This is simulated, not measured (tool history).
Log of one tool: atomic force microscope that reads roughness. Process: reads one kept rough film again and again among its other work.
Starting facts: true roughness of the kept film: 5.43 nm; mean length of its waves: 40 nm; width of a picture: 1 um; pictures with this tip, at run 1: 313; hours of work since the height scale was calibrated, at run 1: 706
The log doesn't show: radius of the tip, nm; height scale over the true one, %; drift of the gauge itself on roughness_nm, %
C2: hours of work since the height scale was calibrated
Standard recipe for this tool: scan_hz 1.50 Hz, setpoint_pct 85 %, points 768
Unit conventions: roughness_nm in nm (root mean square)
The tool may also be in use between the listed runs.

{"run": 1, "hour": 0.0, "scan_hz": 1.5, "setpoint_pct": 85, "points": 768, "pictures with this tip": 313, "C2": 706, "roughness_nm": 3.931}
{"hour": 4.1, "done": "new tip fitted"}
{"run": 2, "hour": 33.5, "scan_hz": 1.5, "setpoint_pct": 68, "points": 768, "pictures with this tip": 27, "C2": 722, "roughness_nm": 4.651}
{"run": 3, "hour": 58.5, "scan_hz": 1.5, "setpoint_pct": 68, "points": 768, "pictures with this tip": 49, "C2": 734, "roughness_nm": 4.605}
{"run": 4, "hour": 80.4, "scan_hz": 1.5, "setpoint_pct": 68, "points": 768, "pictures with this tip": 69, "C2": 745, "roughness_nm": 4.579}
{"run": 5, "hour": 99.5, "scan_hz": 1.5, "setpoint_pct": 85, "points": 823, "pictures with this tip": 87, "C2": 755, "roughness_nm": 4.214}
{"run": 6, "hour": 123.8, "scan_hz": 1.5, "setpoint_pct": 85, "points": 841, "pictures with this tip": 109, "C2": 767, "roughness_nm": 4.143}
{"run": 7, "hour": 165.1, "scan_hz": 1.5, "setpoint_pct": 85, "points": 841, "pictures with this tip": 146, "C2": 787, "roughness_nm": 4.13}
{"run": 8, "hour": 204.6, "scan_hz": 1.5, "setpoint_pct": 85, "points": 841, "pictures with this tip": 182, "C2": 807, "roughness_nm": 4.065}
{"run": 9, "hour": 239.0, "scan_hz": 1.5, "setpoint_pct": 85, "points": 524, "pictures with this tip": 213, "C2": 824, "roughness_nm": 4.083}
{"run": 10, "hour": 261.7, "scan_hz": 1.5, "setpoint_pct": 85, "points": 524, "pictures with this tip": 234, "C2": 835, "roughness_nm": 4.01}
{"run": 11, "hour": 300.2, "scan_hz": 1.5, "setpoint_pct": 85, "points": 524, "pictures with this tip": 269, "C2": 854, "roughness_nm": 3.966}
{"run": 12, "hour": 333.5, "scan_hz": 1.5, "setpoint_pct": 85, "points": 768, "pictures with this tip": 299, "C2": 870, "roughness_nm": 3.952}
{"hour": 352.0, "done": "new tip fitted"}
{"run": 13, "hour": 360.2, "scan_hz": 1.5, "setpoint_pct": 85, "points": 768, "pictures with this tip": 7, "C2": 883, "roughness_nm": 4.334}
{"run": 14, "hour": 402.9, "scan_hz": 1.5, "setpoint_pct": 85, "points": 768, "pictures with this tip": 46, "C2": 904, "roughness_nm": 4.297}
{"run": 15, "hour": 429.2, "scan_hz": 1.5, "setpoint_pct": 88, "points": 768, "pictures with this tip": 70, "C2": 917, "roughness_nm": 4.151}
{"run": 16, "hour": 470.5, "scan_hz": 1.5, "setpoint_pct": 88, "points": 768, "pictures with this tip": 107, "C2": 938, "roughness_nm": 4.113}
{"run": 17, "hour": 495.2, "scan_hz": 1.5, "setpoint_pct": 88, "points": 768, "pictures with this tip": 130, "C2": 950, "roughness_nm": 4.103}
{"run": 18, "hour": 527.0, "scan_hz": 1.5, "setpoint_pct": 74, "points": 768, "pictures with this tip": 159, "C2": 966, "roughness_nm": 4.351}
{"run": 19, "hour": 546.6, "scan_hz": 1.5, "setpoint_pct": 74, "points": 768, "pictures with this tip": 177, "C2": 975, "roughness_nm": 4.297}
{"run": 20, "hour": 584.0, "scan_hz": 2.86, "setpoint_pct": 85, "points": 768, "pictures with this tip": 211, "C2": 994, "roughness_nm": 3.633}
{"run": 21, "hour": 613.9, "scan_hz": 2.86, "setpoint_pct": 85, "points": 365, "pictures with this tip": 238, "C2": 1008, "roughness_nm": 3.565}
{"run": 22, "hour": 646.3, "scan_hz": 2.86, "setpoint_pct": 85, "points": 365, "pictures with this tip": 267, "C2": 1024, "roughness_nm": 3.566}
{"run": 23, "hour": 678.5, "scan_hz": 2.86, "setpoint_pct": 85, "points": 365, "pictures with this tip": 296, "C2": 1040, "roughness_nm": 3.506}
{"hour": 699.9, "done": "new tip fitted"}
{"run": 24, "hour": 710.4, "scan_hz": 1.5, "setpoint_pct": 69, "points": 768, "pictures with this tip": 9, "C2": 1056, "roughness_nm": 4.629}
{"run": 25, "hour": 736.1, "scan_hz": 1.5, "setpoint_pct": 69, "points": 768, "pictures with this tip": 32, "C2": 1068, "roughness_nm": 4.626}
{"run": 26, "hour": 774.9, "scan_hz": 1.5, "setpoint_pct": 85, "points": 620, "pictures with this tip": 68, "C2": 1088, "roughness_nm": 4.225}
{"run": 27, "hour": 810.8, "scan_hz": 1.5, "setpoint_pct": 85, "points": 620, "pictures with this tip": 100, "C2": 1105, "roughness_nm": 4.18}
{"run": 28, "hour": 841.0, "scan_hz": 1.5, "setpoint_pct": 85, "points": 620, "pictures with this tip": 128, "C2": 1120, "roughness_nm": 4.104}
{"run": 29, "hour": 869.1, "scan_hz": 1.5, "setpoint_pct": 85, "points": 329, "pictures with this tip": 153, "C2": 1134, "roughness_nm": 4.101}
{"run": 30, "hour": 903.8, "scan_hz": 1.5, "setpoint_pct": 85, "points": 329, "pictures with this tip": 185, "C2": 1151, "roughness_nm": 4.056}
{"run": 31, "hour": 941.3, "scan_hz": 1.5, "setpoint_pct": 85, "points": 329, "pictures with this tip": 219, "C2": 1170, "roughness_nm": 4.018}
{"run": 32, "hour": 984.1, "scan_hz": 1.92, "setpoint_pct": 82, "points": 799, "pictures with this tip": 258, "C2": 1191, "roughness_nm": 3.94}
{"run": 33, "hour": 1013.9, "scan_hz": 0.67, "setpoint_pct": 58, "points": 852, "pictures with this tip": 285, "C2": 1206, "roughness_nm": 4.476}
{"run": 34, "hour": 1038.8, "scan_hz": 1.5, "setpoint_pct": 84, "points": 383, "pictures with this tip": 308, "C2": 1218, "roughness_nm": 3.917}
{"hour": 1048.1, "done": "new tip fitted"}
{"run": 35, "hour": 1059.0, "scan_hz": 1.61, "setpoint_pct": 84, "points": 383, "pictures with this tip": 10, "C2": 1228, "roughness_nm": 4.314}
{"run": 36, "hour": 1094.3, "scan_hz": 2.55, "setpoint_pct": 85, "points": 557, "pictures with this tip": 42, "C2": 1245, "roughness_nm": 3.945}

For each entry between runs, how does the tool's hidden state at the last listed run before it compare with that at the first listed run after it?
From run 1 to run 2: new tip fitted (hour 4.1)
  radius of the tip, nm: 15.7 -> 8; height scale over the true one, %: 0.39 -> 0.4
  the result without the hidden state subtracted from the measured one, roughness_nm: -0.403 -> -0.040 nm (root mean square)
From run 12 to run 13: new tip fitted (hour 352.0)
  radius of the tip, nm: 15.7 -> 7.5
  the result without the hidden state subtracted from the measured one, roughness_nm: -0.401 -> -0.008 nm (root mean square)
From run 23 to run 24: new tip fitted (hour 699.9)
  radius of the tip, nm: 15.7 -> 7.6
  the result without the hidden state subtracted from the measured one, roughness_nm: -0.354 -> -0.012 nm (root mean square)
From run 34 to run 35: new tip fitted (hour 1048.1)
  radius of the tip, nm: 16.1 -> 7.4
  the result without the hidden state subtracted from the measured one, roughness_nm: -0.413 -> +0.004 nm (root mean square)

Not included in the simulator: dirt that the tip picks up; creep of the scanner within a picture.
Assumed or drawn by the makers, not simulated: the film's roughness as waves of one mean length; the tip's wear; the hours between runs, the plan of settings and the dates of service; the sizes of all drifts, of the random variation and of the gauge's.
